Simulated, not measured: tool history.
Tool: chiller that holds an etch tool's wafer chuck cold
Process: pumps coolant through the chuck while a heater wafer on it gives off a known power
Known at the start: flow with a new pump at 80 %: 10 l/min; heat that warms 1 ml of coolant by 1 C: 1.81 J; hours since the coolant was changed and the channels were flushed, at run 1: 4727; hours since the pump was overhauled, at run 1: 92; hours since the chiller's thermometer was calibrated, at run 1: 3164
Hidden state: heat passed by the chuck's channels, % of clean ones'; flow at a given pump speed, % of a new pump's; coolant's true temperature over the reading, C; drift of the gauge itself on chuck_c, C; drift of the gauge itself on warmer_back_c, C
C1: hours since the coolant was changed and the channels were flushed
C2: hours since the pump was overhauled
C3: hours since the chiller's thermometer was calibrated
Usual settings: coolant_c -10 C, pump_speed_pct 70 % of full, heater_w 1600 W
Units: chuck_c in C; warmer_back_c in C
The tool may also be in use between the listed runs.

Run 1, hour 0: usual settings; C1 4727; C2 92; C3 3164. Result: chuck_c 3.8 C, warmer_back_c 6.06 C.
Run 2, hour 214.2: usual settings; C1 4942; C2 306; C3 3378. Result: chuck_c 3.9 C, warmer_back_c 6.1 C.
Run 3, hour 336.1: usual settings; C1 5064; C2 428; C3 3500. Result: chuck_c 3.9 C, warmer_back_c 6.13 C.
Run 4, hour 446: usual settings; C1 5173; C2 538; C3 3610. Result: chuck_c 4.1 C, warmer_back_c 6.06 C.
Run 5, hour 573.6: usual settings; C1 5301; C2 666; C3 3738. Result: chuck_c 3.8 C, warmer_back_c 6.12 C.
Run 6, hour 699.3: usual settings but heater_w 2032 W; C1 5427; C2 791; C3 3863. Result: chuck_c 7.8 C, warmer_back_c 7.79 C.
Run 7, hour 863.7: usual settings but heater_w 2032 W; C1 5591; C2 956; C3 4028. Result: chuck_c 7.8 C, warmer_back_c 7.78 C.
Run 8, hour 1039.9: usual settings but heater_w 2032 W; C1 5767; C2 1132; C3 4204. Result: chuck_c 8 C, warmer_back_c 7.82 C.
Run 9, hour 1178.1: usual settings; C1 5906; C2 1270; C3 4342. Result: chuck_c 4.1 C, warmer_back_c 6.18 C.
Run 10, hour 1353: usual settings; C1 6080; C2 1445; C3 4517. Result: chuck_c 4.2 C, warmer_back_c 6.15 C.
Run 11, hour 1561: usual settings; C1 6288; C2 1653; C3 4725. Result: chuck_c 4.4 C, warmer_back_c 6.17 C.
Run 12, hour 1779.1: usual settings; C1 6506; C2 1871; C3 4943. Result: chuck_c 4.3 C, warmer_back_c 6.21 C.
Run 13, hour 1886.4: usual settings; C1 6614; C2 1978; C3 5050. Result: chuck_c 4.4 C, warmer_back_c 6.16 C.
At hour 2071: chiller's thermometer calibrated.
Run 14, hour 2074.4: usual settings; C1 6801; C2 2166; C3 3. Result: chuck_c 4.2 C, warmer_back_c 6.18 C.
Run 15, hour 2171.8: usual settings but coolant_c -3 C; C1 6898; C2 2263; C3 101. Result: chuck_c 11.4 C, warmer_back_c 6.18 C.
Run 16, hour 2362.5: usual settings; C1 7089; C2 2454; C3 292. Result: chuck_c 4.4 C, warmer_back_c 6.18 C.
Run 17, hour 2540.1: usual settings; C1 7266; C2 2631; C3 469. Result: chuck_c 4.5 C, warmer_back_c 6.22 C.
Run 18, hour 2755.6: usual settings but coolant_c -4 C, pump_speed_pct 92 % of full; C1 7482; C2 2847; C3 685. Result: chuck_c 7.5 C, warmer_back_c 4.74 C.
Run 19, hour 2973.8: usual settings but coolant_c -14 C; C1 7700; C2 3065; C3 903. Result: chuck_c 0.7 C, warmer_back_c 6.23 C.
Run 20, hour 3077: usual settings but pump_speed_pct 75 % of full; C1 7803; C2 3168; C3 1006. Result: chuck_c 3.8 C, warmer_back_c 5.83 C.
Run 21, hour 3175.8: usual settings but coolant_c -15 C, heater_w 868 W; C1 7902; C2 3267; C3 1105. Result: chuck_c -7.3 C, warmer_back_c 3.41 C.
Run 22, hour 3338.8: usual settings but coolant_c -15 C, heater_w 868 W; C1 8065; C2 3430; C3 1268. Result: chuck_c -7.3 C, warmer_back_c 3.42 C.
At hour 3400.6: chiller's thermometer calibrated, once more.
Run 23, hour 3445.9: usual settings but coolant_c -17 C, pump_speed_pct 95 % of full, heater_w 825 W; C1 8171; C2 3536; C3 45. Result: chuck_c -10.9 C, warmer_back_c 2.37 C.
Run 24, hour 3630.2: usual settings but coolant_c -17 C, pump_speed_pct 95 % of full, heater_w 825 W; C1 8356; C2 3720; C3 230. Result: chuck_c -10.9 C, warmer_back_c 2.4 C.
Run 25, hour 3723.6: usual settings but coolant_c -19 C, pump_speed_pct 89 % of full, heater_w 1443 W; C1 8449; C2 3814; C3 323. Result: chuck_c -7.3 C, warmer_back_c 4.42 C.
Run 26, hour 3887.7: usual settings but coolant_c -19 C, pump_speed_pct 98 % of full; C1 8613; C2 3978; C3 487. Result: chuck_c -7.3 C, warmer_back_c 4.48 C.
Run 27, hour 4007.9: usual settings but coolant_c -19 C, pump_speed_pct 98 % of full; C1 8733; C2 4098; C3 607. Result: chuck_c -7.1 C, warmer_back_c 4.5 C.
At hour 4141.6: coolant changed, channels flushed.
Run 28, hour 4146.4: usual settings but coolant_c -19 C, pump_speed_pct 66 % of full; C1 5; C2 4231; C3 740. Result: chuck_c -5.2 C, warmer_back_c 6.67 C.
Run 29, hour 4240.3: usual settings but coolant_c -19 C, pump_speed_pct 66 % of full; C1 99; C2 4324; C3 834. Result: chuck_c -5.2 C, warmer_back_c 6.68 C.
Run 30, hour 4414.2: usual settings but coolant_c -13 C, heater_w 960 W; C1 273; C2 4498; C3 1008. Result: chuck_c -5.3 C, warmer_back_c 3.78 C.
Run 31, hour 4558.8: usual settings but pump_speed_pct 62 % of full, heater_w 2371 W; C1 417; C2 4643; C3 1152. Result: chuck_c 11.8 C, warmer_back_c 10.62 C.

4 ways to go on from here, each from the tool as it stands after run 31. What would each give?
Run A, hour 4712.7: usual settings but pump_speed_pct 85 % of full; C1 571; C2 4797; C3 1306. Result: chuck_c ?, warmer_back_c ?.
Run B, hour 4712.7: usual settings but coolant_c -6 C, pump_speed_pct 92 % of full, heater_w 1638 W; C1 571; C2 4797; C3 1306. Result: chuck_c ?, warmer_back_c ?.
Run C, hour 4712.7: usual settings but coolant_c -5 C, pump_speed_pct 62 % of full, heater_w 2371 W; C1 571; C2 4797; C3 1306. Result: chuck_c ?, warmer_back_c ?.
Run D, hour 4712.7: usual settings but pump_speed_pct 74 % of full, heater_w 1830 W; C1 571; C2 4797; C3 1306. Result: chuck_c ?, warmer_back_c ?.

run  chuck_c  warmer_back_c
  A      1.2           5.16
  B      4.9           4.96
  C     16.9          10.59
  D      4.6           6.83
Without the tool's hidden state the same runs would have given:
run  chuck_c  warmer_back_c
  A        1           4.95
  B      4.6           4.76
  C     16.2          10.17
  D      4.2           6.55
